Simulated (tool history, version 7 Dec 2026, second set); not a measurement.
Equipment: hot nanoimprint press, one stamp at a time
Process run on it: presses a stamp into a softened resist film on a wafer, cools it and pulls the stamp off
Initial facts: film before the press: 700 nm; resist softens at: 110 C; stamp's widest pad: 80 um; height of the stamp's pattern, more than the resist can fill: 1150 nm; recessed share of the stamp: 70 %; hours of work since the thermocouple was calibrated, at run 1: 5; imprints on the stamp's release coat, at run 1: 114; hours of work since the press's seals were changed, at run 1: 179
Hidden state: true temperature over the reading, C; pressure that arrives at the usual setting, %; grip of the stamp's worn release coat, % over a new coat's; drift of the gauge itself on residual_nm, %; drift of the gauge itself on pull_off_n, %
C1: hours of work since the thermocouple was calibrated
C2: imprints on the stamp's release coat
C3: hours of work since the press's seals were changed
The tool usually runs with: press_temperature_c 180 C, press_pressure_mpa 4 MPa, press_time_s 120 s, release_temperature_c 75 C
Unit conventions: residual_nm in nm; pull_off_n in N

run 1 day=0 | press_temperature_c=180 press_pressure_mpa=4 press_time_s=120 release_temperature_c=75 | C1=5 C2=114 C3=179 | residual_nm=336.6 pull_off_n=104
run 2 day=0.3 | press_temperature_c=181 press_pressure_mpa=4 press_time_s=120 release_temperature_c=75 | C1=8 C2=129 C3=182 | residual_nm=320 pull_off_n=102
run 3 day=0.633 | press_temperature_c=180 press_pressure_mpa=4 press_time_s=120 release_temperature_c=75 | C1=12 C2=145 C3=185 | residual_nm=330.8 pull_off_n=104
run 4 day=0.992 | press_temperature_c=180 press_pressure_mpa=4 press_time_s=120 release_temperature_c=75 | C1=15 C2=163 C3=189 | residual_nm=335.8 pull_off_n=103
run 5 day=1.429 | press_temperature_c=180 press_pressure_mpa=4 press_time_s=120 release_temperature_c=75 | C1=20 C2=185 C3=193 | residual_nm=334.4 pull_off_n=102
run 6 day=1.75 | press_temperature_c=180 press_pressure_mpa=4 press_time_s=120 release_temperature_c=75 | C1=23 C2=201 C3=196 | residual_nm=334.6 pull_off_n=100
run 7 day=1.971 | press_temperature_c=180 press_pressure_mpa=4 press_time_s=120 release_temperature_c=78 | C1=25 C2=212 C3=199 | residual_nm=332.7 pull_off_n=99
run 8 day=2.238 | press_temperature_c=180 press_pressure_mpa=4 press_time_s=120 release_temperature_c=78 | C1=28 C2=226 C3=201 | residual_nm=333.7 pull_off_n=100
run 9 day=2.554 | press_temperature_c=180 press_pressure_mpa=4 press_time_s=120 release_temperature_c=75 | C1=31 C2=241 C3=204 | residual_nm=332.5 pull_off_n=102
run 10 day=2.975 | press_temperature_c=189 press_pressure_mpa=4 press_time_s=120 release_temperature_c=75 | C1=35 C2=262 C3=209 | residual_nm=219.1 pull_off_n=104
run 11 day=3.258 | press_temperature_c=180 press_pressure_mpa=4 press_time_s=109 release_temperature_c=75 | C1=38 C2=277 C3=212 | residual_nm=347.3 pull_off_n=108
run 12 day=3.675 | press_temperature_c=180 press_pressure_mpa=4.34 press_time_s=109 release_temperature_c=75 | C1=42 C2=297 C3=216 | residual_nm=335.1 pull_off_n=106
run 13 day=3.9 | press_temperature_c=180 press_pressure_mpa=4.34 press_time_s=109 release_temperature_c=75 | C1=44 C2=309 C3=218 | residual_nm=329.3 pull_off_n=110
run 14 day=4.379 | press_temperature_c=180 press_pressure_mpa=4.34 press_time_s=109 release_temperature_c=75 | C1=49 C2=333 C3=223 | residual_nm=333.2 pull_off_n=107
run 15 day=4.9 | press_temperature_c=180 press_pressure_mpa=4.34 press_time_s=109 release_temperature_c=75 | C1=54 C2=359 C3=228 | residual_nm=330.4 pull_off_n=108
run 16 day=5.362 | press_temperature_c=186 press_pressure_mpa=2.46 press_time_s=96 release_temperature_c=75 | C1=59 C2=382 C3=233 | residual_nm=336.6 pull_off_n=110
run 17 day=5.892 | press_temperature_c=189 press_pressure_mpa=4 press_time_s=120 release_temperature_c=79 | C1=64 C2=408 C3=238 | residual_nm=216.6 pull_off_n=99
run 18 day=6.292 | press_temperature_c=180 press_pressure_mpa=4 press_time_s=120 release_temperature_c=82 | C1=68 C2=428 C3=242 | residual_nm=328.5 pull_off_n=100
run 19 day=6.679 | press_temperature_c=180 press_pressure_mpa=4 press_time_s=120 release_temperature_c=82 | C1=72 C2=448 C3=246 | residual_nm=330.9 pull_off_n=101
run 20 day=6.908 | press_temperature_c=188 press_pressure_mpa=2.89 press_time_s=121 release_temperature_c=71 | C1=75 C2=459 C3=248 | residual_nm=265.5 pull_off_n=112
run 21 day=7.317 | press_temperature_c=180 press_pressure_mpa=4 press_time_s=164 release_temperature_c=75 | C1=79 C2=480 C3=252 | residual_nm=296.3 pull_off_n=104
run 22 day=7.767 | press_temperature_c=180 press_pressure_mpa=4 press_time_s=164 release_temperature_c=75 | C1=83 C2=502 C3=257 | residual_nm=295.7 pull_off_n=106
run 23 day=8.025 | press_temperature_c=184 press_pressure_mpa=4 press_time_s=120 release_temperature_c=67 | C1=86 C2=515 C3=259 | residual_nm=272.2 pull_off_n=114
run 24 day=8.246 | press_temperature_c=180 press_pressure_mpa=4 press_time_s=63 release_temperature_c=75 | C1=88 C2=526 C3=262 | residual_nm=409.1 pull_off_n=108
run 25 day=8.462 | press_temperature_c=180 press_pressure_mpa=5.17 press_time_s=212 release_temperature_c=83 | C1=90 C2=537 C3=264 | residual_nm=235.1 pull_off_n=105
run 26 day=8.958 | press_temperature_c=190 press_pressure_mpa=4.56 press_time_s=120 release_temperature_c=75 | C1=95 C2=562 C3=269 | residual_nm=192.2 pull_off_n=111
run 27 day=9.175 | press_temperature_c=190 press_pressure_mpa=4.56 press_time_s=120 release_temperature_c=75 | C1=97 C2=572 C3=271 | residual_nm=192.2 pull_off_n=103
run 28 day=9.538 | press_temperature_c=186 press_pressure_mpa=4.56 press_time_s=120 release_temperature_c=63 | C1=101 C2=591 C3=275 | residual_nm=233.3 pull_off_n=120
run 29 day=9.771 | press_temperature_c=176 press_pressure_mpa=4.56 press_time_s=120 release_temperature_c=78 | C1=103 C2=602 C3=277 | residual_nm=371.4 pull_off_n=105

Each row is a separate what-if for the run after 29, all from the same tool condition, not one after another. Results?
run A day=10.262 | press_temperature_c=183 press_pressure_mpa=4.56 press_time_s=120 release_temperature_c=78 | C1=108 C2=627 C3=282 | residual_nm=? pull_off_n=?
run B day=10.262 | press_temperature_c=180 press_pressure_mpa=5.66 press_time_s=186 release_temperature_c=66 | C1=108 C2=627 C3=282 | residual_nm=? pull_off_n=?
run C day=10.262 | press_temperature_c=180 press_pressure_mpa=6.17 press_time_s=117 release_temperature_c=63 | C1=108 C2=627 C3=282 | residual_nm=? pull_off_n=?

run=A residual_nm=269.8 pull_off_n=105
run=B residual_nm=235.4 pull_off_n=116
run=C residual_nm=270.4 pull_off_n=126
Without the tool's hidden state the same runs would have given:
run=A residual_nm=273.5 pull_off_n=95
run=B residual_nm=238.4 pull_off_n=105
run=C residual_nm=273.5 pull_off_n=114

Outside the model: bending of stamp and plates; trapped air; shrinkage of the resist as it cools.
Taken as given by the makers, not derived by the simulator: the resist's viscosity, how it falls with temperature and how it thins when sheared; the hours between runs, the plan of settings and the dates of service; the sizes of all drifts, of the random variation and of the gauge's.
